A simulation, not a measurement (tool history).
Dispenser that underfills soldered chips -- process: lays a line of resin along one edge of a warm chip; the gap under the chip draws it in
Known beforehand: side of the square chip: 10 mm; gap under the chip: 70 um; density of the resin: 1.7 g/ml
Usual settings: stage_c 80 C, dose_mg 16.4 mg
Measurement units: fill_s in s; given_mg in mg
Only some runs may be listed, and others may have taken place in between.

run,hour,stage_c,dose_mg,fill_s,given_mg
1,0.0,80,16.4,66.6,16.15
2,9.0,80,16.4,96.1,16.09
# hour 10.7: new syringe of resin
# hour 21.4: new syringe of resin
3,26.9,91,16.4,50.9,15.93
# hour 32.6: new syringe of resin
4,40.3,91,16.4,56.9,15.80
# hour 43.3: new syringe of resin
5,52.0,80,16.4,98.0,15.77
# hour 55.0: new syringe of resin
# hour 66.4: new syringe of resin
6,68.1,75,16.4,91.9,15.62
# hour 77.5: new syringe of resin
7,85.2,80,16.4,96.5,15.49
# hour 88.6: new syringe of resin
8,95.5,80,16.4,92.2,15.44
# hour 99.9: new syringe of resin
9,109.5,80,14.0,109.6,12.92

For run 10, what comes out?
# hour 110.6: new syringe of resin
10,120.3,80,14.0,?,?

fill_s: 111.9 s
given_mg: 12.95 mg
With the hidden condition absent and the run-to-run variation left alone, this run would have shown fill_s 70.9 s, given_mg 14.01 mg.
